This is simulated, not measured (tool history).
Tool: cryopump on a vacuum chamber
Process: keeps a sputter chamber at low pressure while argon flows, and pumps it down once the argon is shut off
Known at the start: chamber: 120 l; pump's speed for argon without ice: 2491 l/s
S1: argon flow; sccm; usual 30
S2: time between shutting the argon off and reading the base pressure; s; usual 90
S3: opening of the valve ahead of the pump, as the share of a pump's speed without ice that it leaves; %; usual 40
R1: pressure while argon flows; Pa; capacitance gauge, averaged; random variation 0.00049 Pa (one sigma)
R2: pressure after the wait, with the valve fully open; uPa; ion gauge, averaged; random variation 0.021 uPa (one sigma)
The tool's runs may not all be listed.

| run | hour | S1 | S2 | S3 | R1 | R2 |
|---|---|---|---|---|---|---|
| 1 | 0 | 30 | 90 | 40 | 0.0556 | 0.8 |
| 2 | 52.3 | 30 | 90 | 40 | 0.055 | 0.8 |
| 3 | 98.4 | 30 | 90 | 40 | 0.0561 | 0.81 |
| 4 | 130 | 30 | 90 | 40 | 0.0557 | 0.83 |
| 5 | 174.3 | 30 | 54 | 40 | 0.0567 | 1.09 |
| 6 | 236.2 | 30 | 54 | 40 | 0.0565 | 1.08 |
| 7 | 292.2 | 30 | 183 | 40 | 0.0573 | 0.79 |
| 8 | 324.3 | 30 | 183 | 40 | 0.0569 | 0.8 |
| 9 | 376.5 | 30 | 183 | 40 | 0.0572 | 0.87 |
| 10 | 410.7 | 30 | 183 | 40 | 0.057 | 0.86 |
| 11 | 458.2 | 59 | 90 | 40 | 0.1155 | 1.07 |
| 12 | 502.2 | 59 | 90 | 40 | 0.1157 | 1.06 |
| 13 | 530.6 | 59 | 90 | 40 | 0.1162 | 1.1 |
| 14 | 577.4 | 59 | 90 | 40 | 0.1168 | 1.15 |
| 15 | 612.9 | 17 | 90 | 40 | 0.0341 | 1.14 |
|  | 632.1 | pump warmed up, emptied and cooled again |
| 16 | 668 | 17 | 90 | 40 | 0.0292 | 0.95 |
| 17 | 693.8 | 17 | 90 | 40 | 0.0286 | 0.93 |
| 18 | 724.5 | 17 | 90 | 40 | 0.0291 | 1.01 |
| 19 | 769.8 | 39 | 90 | 40 | 0.0672 | 1 |
| 20 | 831.5 | 30 | 23 | 18 | 0.1138 | 1.91 |
| 21 | 884.3 | 19 | 36 | 40 | 0.0335 | 1.49 |
| 22 | 911.8 | 29 | 90 | 18 | 0.1096 | 1.09 |
| 23 | 945.1 | 29 | 53 | 40 | 0.051 | 1.3 |
| 24 | 989.4 | 30 | 194 | 40 | 0.0528 | 0.92 |
| 25 | 1026.4 | 30 | 57 | 40 | 0.0522 | 1.3 |
| 26 | 1076.9 | 53 | 140 | 40 | 0.095 | 1.08 |
| 27 | 1113.2 | 53 | 140 | 40 | 0.0952 | 1.1 |
| 28 | 1143.7 | 30 | 90 | 28 | 0.0757 | 1.2 |
| 29 | 1185.5 | 30 | 90 | 28 | 0.0761 | 1.2 |
| 30 | 1215.8 | 30 | 90 | 28 | 0.0766 | 1.27 |
| 31 | 1263.6 | 42 | 82 | 40 | 0.0762 | 1.27 |
| 32 | 1301.7 | 30 | 38 | 40 | 0.0555 | 1.71 |
| 33 | 1328.5 | 30 | 38 | 40 | 0.0556 | 1.75 |

Forecast each of these 4 alternatives for the next run:
| A | 1357.9 | 54 | 46 | 40 | ? | ? |
| B | 1357.9 | 26 | 31 | 48 | ? | ? |
| C | 1357.9 | 30 | 90 | 15 | ? | ? |
| D | 1357.9 | 31 | 35 | 16 | ? | ? |

| run | R1 | R2 |
|---|---|---|
| A | 0.1002 | 1.62 |
| B | 0.0403 | 1.9 |
| C | 0.1397 | 1.38 |
| D | 0.1352 | 1.83 |
Without the tool's hidden state the same runs would have given:
| run | R1 | R2 |
|---|---|---|
| A | 0.0922 | 0.71 |
| B | 0.0365 | 0.98 |
| C | 0.1353 | 0.44 |
| D | 0.1307 | 0.9 |
